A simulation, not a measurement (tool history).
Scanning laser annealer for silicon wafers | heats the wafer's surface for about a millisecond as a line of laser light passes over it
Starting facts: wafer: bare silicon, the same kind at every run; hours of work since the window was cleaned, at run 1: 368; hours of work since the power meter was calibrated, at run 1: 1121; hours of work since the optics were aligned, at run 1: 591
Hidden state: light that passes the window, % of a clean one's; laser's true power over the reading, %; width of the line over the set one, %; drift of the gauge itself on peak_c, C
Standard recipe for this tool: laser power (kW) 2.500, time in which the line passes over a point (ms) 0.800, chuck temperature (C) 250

run	hour	laser power (kW)	time in which the line passes over a point (ms)	chuck temperature (C)	hours of work since the window was cleaned	hours of work since the power meter was calibrated	hours of work since the optics were aligned	highest temperature of the surface (C)
1	0.0	2.500	0.800	250	368	1121	591	1015
2	30.3	2.500	0.800	250	386	1139	609	1016
3	73.6	2.500	0.800	250	411	1164	634	1013
4	104.6	2.500	0.800	250	429	1182	652	1016
5	136.3	2.500	0.800	250	448	1201	671	1014
6	168.4	2.500	0.800	250	467	1220	690	1015
7	205.5	2.500	0.982	250	489	1242	712	1090
8	257.9	2.500	0.947	250	520	1273	743	1075
# hour 269.4: window over the wafer cleaned
9	318.1	2.500	0.947	250	29	1307	777	1078
10	352.4	2.179	0.800	250	49	1328	798	902
11	396.1	2.500	0.856	250	75	1354	824	1041
12	436.2	2.500	0.856	250	99	1377	847	1040
13	464.4	2.650	0.856	250	115	1394	864	1098

For run 14, what comes out?
14	494.3	2.454	0.710	250	133	1412	882	?

Run 14 yielded highest temperature of the surface (C) 959.
The same run, on a tool lacking any hidden state, would have yielded highest temperature of the surface (C) 959.
